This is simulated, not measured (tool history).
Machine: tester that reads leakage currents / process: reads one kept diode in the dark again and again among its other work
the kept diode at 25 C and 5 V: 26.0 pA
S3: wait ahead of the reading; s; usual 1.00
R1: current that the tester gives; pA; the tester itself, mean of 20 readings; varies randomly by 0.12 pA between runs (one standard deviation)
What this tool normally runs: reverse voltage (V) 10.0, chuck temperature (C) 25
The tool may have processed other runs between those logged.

Run 1, hour 0.0: usual settings. Result: R1 37.27 pA.
Run 2, hour 118.7: usual settings but reverse voltage (V) 12.0. Result: R1 40.50 pA.
Run 3, hour 318.0: usual settings but reverse voltage (V) 12.0. Result: R1 40.26 pA.
Run 4, hour 502.6: usual settings. Result: R1 37.34 pA.
Run 5, hour 674.3: usual settings. Result: R1 37.14 pA.
Run 6, hour 769.6: usual settings. Result: R1 37.24 pA.
Run 7, hour 974.4: usual settings but reverse voltage (V) 1.0. Result: R1 13.83 pA.
Run 8, hour 1138.7: usual settings but reverse voltage (V) 1.0. Result: R1 13.90 pA.
Run 9, hour 1239.0: usual settings but reverse voltage (V) 1.0. Result: R1 13.98 pA.
Run 10, hour 1361.3: usual settings but reverse voltage (V) 1.0. Result: R1 13.89 pA.
Run 11, hour 1539.1: usual settings but reverse voltage (V) 1.0. Result: R1 13.84 pA.
At hour 1591.5: tester calibrated.
At hour 1611.1: probe card cleaned and baked.
Run 12, hour 1709.2: usual settings but reverse voltage (V) 2.1, chuck temperature (C) 48, S3 1.64 s. Result: R1 100.99 pA.
Run 13, hour 1824.6: usual settings but reverse voltage (V) 2.3, chuck temperature (C) 23. Result: R1 16.83 pA.
Run 14, hour 2024.1: usual settings but reverse voltage (V) 1.3, chuck temperature (C) 46. Result: R1 72.64 pA.
Run 15, hour 2242.3: usual settings but reverse voltage (V) 1.3, chuck temperature (C) 46. Result: R1 72.38 pA.
At hour 2339.2: chuck's temperature calibrated.
Run 16, hour 2401.2: usual settings but reverse voltage (V) 1.3, chuck temperature (C) 46. Result: R1 72.90 pA.
Run 17, hour 2562.0: usual settings but reverse voltage (V) 1.3, chuck temperature (C) 46. Result: R1 72.69 pA.
Run 18, hour 2664.8: usual settings but reverse voltage (V) 2.5, chuck temperature (C) 36. Result: R1 46.43 pA.
Run 19, hour 2873.4: usual settings but reverse voltage (V) 18.3, chuck temperature (C) 48, S3 4.06 s. Result: R1 241.39 pA.
Run 20, hour 3006.0: usual settings but reverse voltage (V) 1.2, chuck temperature (C) 27. Result: R1 17.49 pA.

Below are 5 alternative next runs, each starting from the tool's condition after run 20. Predict each:
Run A, hour 3137.3: usual settings but reverse voltage (V) 8.2, chuck temperature (C) 31, S3 2.71 s. Result: R1 ?.
Run B, hour 3137.3: usual settings but reverse voltage (V) 6.5, chuck temperature (C) 45. Result: R1 ?.
Run C, hour 3137.3: usual settings but chuck temperature (C) 51. Result: R1 ?.
Run D, hour 3137.3: usual settings but reverse voltage (V) 1.2, chuck temperature (C) 27, S3 2.05 s. Result: R1 ?.
Run E, hour 3137.3: usual settings but reverse voltage (V) 3.5, S3 2.83 s. Result: R1 ?.

run      R1
  A   51.73
  B  130.53
  C  233.75
  D   17.27
  E   23.02
What these runs would have given with no unlogged condition in the tool:
run      R1
  A   51.71
  B  130.51
  C  233.72
  D   17.26
  E   23.02

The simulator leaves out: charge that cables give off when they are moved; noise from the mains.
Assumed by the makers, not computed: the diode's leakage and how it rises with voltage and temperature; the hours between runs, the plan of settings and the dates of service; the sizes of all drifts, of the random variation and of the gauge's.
